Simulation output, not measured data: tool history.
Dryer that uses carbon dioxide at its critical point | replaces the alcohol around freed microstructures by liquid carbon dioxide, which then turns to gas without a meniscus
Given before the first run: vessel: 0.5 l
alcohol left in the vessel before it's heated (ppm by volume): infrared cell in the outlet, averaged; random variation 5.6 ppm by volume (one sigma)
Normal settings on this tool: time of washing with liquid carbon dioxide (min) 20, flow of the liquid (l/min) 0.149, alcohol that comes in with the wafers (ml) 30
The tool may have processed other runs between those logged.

run     day  time of washing with liquid carbon dioxide (min)  flow of the liquid (l/min)  alcohol that comes in with the wafers (ml)  alcohol left in the vessel before it's heated (ppm by volume)
  1       0                                                20                       0.149                                          30                                                            211
  2   1.138                                                30                       0.149                                          30                                                             29
  3   2.129                                                20                       0.194                                          30                                                             59
  4     3.1                                                20                       0.194                                          30                                                             79
  5   3.762                                                20                       0.194                                          30                                                             64
  6     5.2                                                20                       0.194                                          30                                                             89
  7   6.321                                                20                       0.194                                          30                                                             91
  8   7.217                                                20                       0.194                                          30                                                            104
  9   8.446                                                20                       0.149                                          29                                                            350
 10   9.442                                                20                       0.149                                          26                                                            317
     10.371  -- inlet filter changed
 11      11                                                20                       0.149                                          30                                                            246
 12  11.933                                                20                       0.149                                          30                                                            250
 13  12.708                                                20                       0.149                                          30                                                            277
 14  13.883                                                20                       0.149                                          30                                                            293
 15  15.292                                                20                       0.146                                          30                                                            337
 16  16.742                                                20                       0.146                                          38                                                            427
 17  17.879                                                20                       0.149                                          78                                                            752
 18  18.846                                                20                       0.149                                          63                                                            620
 19  20.138                                                26                       0.121                                          29                                                            315
 20  21.471                                                20                       0.096                                          30                                                           2157
 21  22.733                                                20                       0.096                                          30                                                           2212
     24.192  -- inlet filter changed
 22   24.35                                                23                       0.108                                          30                                                            638
 23  25.371                                                23                       0.108                                          30                                                            665
 24  26.783                                                13                       0.138                                          50                                                           3255
 25  28.425                                                13                       0.138                                          50                                                           3371
 26  29.883                                                17                         0.1                                          49                                                           4355
 27  31.146                                                20                       0.119                                          30                                                            952
 28  31.871                                                14                       0.149                                          30                                                           1502
 29  32.846                                                14                       0.149                                          30                                                           1513
 30  34.371                                                14                       0.187                                          40                                                            890

Forecast each of these 3 alternatives for the next run:
  A  35.821                                                21                       0.149                                          30                                                              ?
  B  35.821                                                20                         0.2                                          85                                                              ?
  C  35.821                                                28                       0.212                                          30                                                              ?

run  alcohol left in the vessel before it's heated (ppm by volume)
  A                                                            450
  B                                                            346
  C                                                            221
Had the tool no hidden state, the same runs would have come out as:
run  alcohol left in the vessel before it's heated (ppm by volume)
  A                                                            128
  B                                                             65
  C                                                              4
